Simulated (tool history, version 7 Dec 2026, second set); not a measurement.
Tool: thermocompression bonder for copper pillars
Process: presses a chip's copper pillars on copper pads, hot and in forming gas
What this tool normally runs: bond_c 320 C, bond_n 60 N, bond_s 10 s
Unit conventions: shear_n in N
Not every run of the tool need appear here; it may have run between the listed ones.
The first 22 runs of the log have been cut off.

run,hour,bond_c,bond_n,bond_s,hours of work since the heater was calibrated,hours of work since the force cell was calibrated,hours of work since the gas filter was changed,shear_n
23,567.8,320,60,15,770,895,137,84.6
24,586.9,320,55,29,780,904,147,96.4
25,618.7,320,54,14,796,920,162,75.5
26,654.1,308,72,25,814,938,180,101.6
27,680.9,298,72,10,827,951,194,71.2
28,712.9,334,86,30,843,967,210,128.4
29,733.1,334,53,7,853,977,220,63.6
30,755.9,310,37,9,865,989,231,42.5
31,789.5,344,61,11,881,1006,248,87.5
32,805.5,344,61,11,889,1014,256,86.9
33,843.5,314,60,10,908,1033,275,68.7
34,864.2,309,73,10,919,1043,285,77.0
35,893.6,345,51,6,933,1058,300,60.9

Forecast run 36:
36,925.4,316,36,16,949,1074,316,?

shear_n: 53.8 N
On a tool with no hidden condition, and with the same random variation, this run would have come out at shear_n 52.5 N.
